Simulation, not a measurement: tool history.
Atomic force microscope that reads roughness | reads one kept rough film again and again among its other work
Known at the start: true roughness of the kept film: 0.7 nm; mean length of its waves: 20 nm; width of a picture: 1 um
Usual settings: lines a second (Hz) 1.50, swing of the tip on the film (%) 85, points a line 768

| run | hour | lines a second (Hz) | swing of the tip on the film (%) | points a line | roughness of the kept film (nm (root mean square)) |
|---|---|---|---|---|---|
| 1 | 0.0 | 1.50 | 85 | 768 | 0.633 |
| 2 | 18.8 | 1.50 | 85 | 768 | 0.640 |
| 3 | 38.8 | 1.50 | 85 | 768 | 0.621 |
| 4 | 61.0 | 1.50 | 85 | 768 | 0.626 |
|  | 74.4 | new tip fitted |
| 5 | 80.4 | 1.50 | 63 | 768 | 0.657 |
| 6 | 91.9 | 1.50 | 63 | 768 | 0.658 |
| 7 | 114.0 | 1.50 | 63 | 768 | 0.666 |
| 8 | 136.1 | 1.50 | 63 | 768 | 0.655 |
| 9 | 157.7 | 1.50 | 63 | 768 | 0.660 |
|  | 161.8 | new tip fitted |
| 10 | 168.6 | 1.50 | 85 | 511 | 0.637 |
| 11 | 192.8 | 1.50 | 85 | 511 | 0.627 |
| 12 | 205.8 | 1.50 | 85 | 511 | 0.623 |
| 13 | 228.7 | 1.50 | 70 | 768 | 0.639 |
| 14 | 240.4 | 1.50 | 65 | 768 | 0.652 |
|  | 249.4 | new tip fitted |
| 15 | 264.1 | 1.50 | 66 | 768 | 0.659 |
| 16 | 285.3 | 1.50 | 67 | 768 | 0.654 |
| 17 | 299.4 | 1.50 | 85 | 768 | 0.619 |
| 18 | 317.7 | 1.50 | 85 | 768 | 0.631 |
| 19 | 331.7 | 1.50 | 85 | 768 | 0.629 |
|  | 337.5 | new tip fitted |
| 20 | 353.5 | 1.50 | 85 | 768 | 0.627 |
| 21 | 368.4 | 0.90 | 87 | 514 | 0.643 |
| 22 | 383.9 | 0.90 | 87 | 514 | 0.644 |
| 23 | 406.5 | 1.01 | 85 | 768 | 0.647 |
|  | 424.9 | new tip fitted |
| 24 | 425.4 | 1.18 | 55 | 537 | 0.668 |
| 25 | 446.4 | 1.18 | 86 | 365 | 0.629 |
| 26 | 463.6 | 1.50 | 81 | 376 | 0.623 |
| 27 | 483.2 | 0.51 | 65 | 705 | 0.668 |
| 28 | 498.1 | 0.51 | 65 | 705 | 0.662 |

Forecast run 29:
|  | 512.4 | new tip fitted |
| 29 | 515.6 | 2.05 | 65 | 705 | ? |

Run 29 gave roughness of the kept film (nm (root mean square)) 0.652.
Without the tool's hidden state the same run would have given roughness of the kept film (nm (root mean square)) 0.652.
